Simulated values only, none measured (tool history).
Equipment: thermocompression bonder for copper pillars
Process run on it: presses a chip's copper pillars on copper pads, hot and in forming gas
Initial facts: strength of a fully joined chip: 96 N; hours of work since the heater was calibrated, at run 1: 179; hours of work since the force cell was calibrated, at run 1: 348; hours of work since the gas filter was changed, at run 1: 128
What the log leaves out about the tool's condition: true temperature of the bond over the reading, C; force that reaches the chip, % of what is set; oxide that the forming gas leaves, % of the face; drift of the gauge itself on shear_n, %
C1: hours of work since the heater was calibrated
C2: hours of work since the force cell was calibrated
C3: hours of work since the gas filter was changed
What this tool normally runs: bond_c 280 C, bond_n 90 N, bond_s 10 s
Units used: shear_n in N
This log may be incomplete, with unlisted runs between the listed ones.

{"run": 1, "hour": 0.0, "bond_c": 280, "bond_n": 90, "bond_s": 10, "C1": 179, "C2": 348, "C3": 128, "shear_n": 38.8}
{"run": 2, "hour": 8.1, "bond_c": 280, "bond_n": 90, "bond_s": 10, "C1": 184, "C2": 354, "C3": 134, "shear_n": 38.3}
{"run": 3, "hour": 18.8, "bond_c": 280, "bond_n": 90, "bond_s": 10, "C1": 191, "C2": 361, "C3": 141, "shear_n": 37.5}
{"run": 4, "hour": 34.8, "bond_c": 280, "bond_n": 90, "bond_s": 10, "C1": 202, "C2": 372, "C3": 152, "shear_n": 38.1}
{"run": 5, "hour": 48.3, "bond_c": 280, "bond_n": 90, "bond_s": 10, "C1": 211, "C2": 381, "C3": 161, "shear_n": 38.6}
{"run": 6, "hour": 60.7, "bond_c": 280, "bond_n": 82, "bond_s": 10, "C1": 219, "C2": 389, "C3": 169, "shear_n": 34.9}
{"run": 7, "hour": 70.7, "bond_c": 280, "bond_n": 82, "bond_s": 10, "C1": 226, "C2": 396, "C3": 175, "shear_n": 34.6}
{"run": 8, "hour": 83.6, "bond_c": 280, "bond_n": 90, "bond_s": 10, "C1": 235, "C2": 404, "C3": 184, "shear_n": 37.4}
{"run": 9, "hour": 99.6, "bond_c": 280, "bond_n": 90, "bond_s": 10, "C1": 245, "C2": 415, "C3": 195, "shear_n": 38.2}
{"run": 10, "hour": 111.9, "bond_c": 280, "bond_n": 90, "bond_s": 10, "C1": 253, "C2": 423, "C3": 203, "shear_n": 37.4}
{"run": 11, "hour": 122.0, "bond_c": 280, "bond_n": 90, "bond_s": 10, "C1": 260, "C2": 430, "C3": 210, "shear_n": 36.8}
{"run": 12, "hour": 131.7, "bond_c": 280, "bond_n": 90, "bond_s": 10, "C1": 267, "C2": 436, "C3": 216, "shear_n": 38.1}
{"run": 13, "hour": 141.1, "bond_c": 299, "bond_n": 61, "bond_s": 26, "C1": 273, "C2": 442, "C3": 222, "shear_n": 52.5}
{"run": 14, "hour": 155.6, "bond_c": 279, "bond_n": 63, "bond_s": 9, "C1": 283, "C2": 452, "C3": 232, "shear_n": 26.8}
{"run": 15, "hour": 172.6, "bond_c": 262, "bond_n": 63, "bond_s": 11, "C1": 294, "C2": 463, "C3": 243, "shear_n": 22.6}
{"run": 16, "hour": 187.1, "bond_c": 298, "bond_n": 90, "bond_s": 10, "C1": 303, "C2": 473, "C3": 253, "shear_n": 47.8}
{"run": 17, "hour": 196.2, "bond_c": 306, "bond_n": 123, "bond_s": 7, "C1": 310, "C2": 479, "C3": 259, "shear_n": 55.8}
{"run": 18, "hour": 210.6, "bond_c": 301, "bond_n": 90, "bond_s": 28, "C1": 319, "C2": 489, "C3": 269, "shear_n": 67.2}

Run 19 comes next. What will it give?
{"run": 19, "hour": 224.2, "bond_c": 288, "bond_n": 122, "bond_s": 15, "C1": 328, "C2": 498, "C3": 278, "shear_n": "?"}

{"run 19": {"shear_n": 58}}
If the tool had no hidden condition, the same run with the same run-to-run variation would have returned shear_n 60.6 N.
